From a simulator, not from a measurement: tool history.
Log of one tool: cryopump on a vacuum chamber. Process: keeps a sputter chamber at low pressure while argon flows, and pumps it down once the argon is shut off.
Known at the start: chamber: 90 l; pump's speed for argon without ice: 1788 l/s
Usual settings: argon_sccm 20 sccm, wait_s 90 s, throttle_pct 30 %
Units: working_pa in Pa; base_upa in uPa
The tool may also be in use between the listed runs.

run,hour,argon_sccm,wait_s,throttle_pct,working_pa,base_upa
1,0,20,90,30,0.063,1.18
2,20.8,20,90,26,0.0738,1.21
3,39.9,20,90,30,0.0632,1.22
4,50.6,20,90,30,0.0641,1.23
5,71.6,20,90,30,0.0634,1.21
6,85.9,20,90,30,0.0638,1.24
7,99.4,20,90,30,0.0637,1.28
8,122.1,20,90,30,0.0648,1.27
9,136.5,20,90,30,0.0642,1.32
10,155.5,20,90,30,0.0643,1.28
11,170.1,20,90,30,0.0644,1.28
12,184.4,20,90,30,0.0651,1.34
13,197.9,10,90,30,0.0317,1.3
14,219.8,10,90,30,0.0328,1.26
15,237.3,20,90,49,0.0409,1.34
16,249,20,90,49,0.0403,1.28
17,267.6,20,90,17,0.1138,1.34
18,289.3,38,90,24,0.1543,1.31
19,313,38,90,24,0.1544,1.3
20,333.2,38,90,24,0.1545,1.31
21,353.1,38,90,24,0.1553,1.33
22,376.3,25,85,48,0.0518,1.39
23,393.5,21,127,15,0.1351,1.09
24,415,24,69,17,0.1382,1.62

Forecast run 25:
25,428.1,24,69,17,?,?

working_pa: 0.1379 Pa
base_upa: 1.67 uPa
Without the tool's hidden state the same run would have given working_pa 0.1337 Pa, base_upa 1.33 uPa.
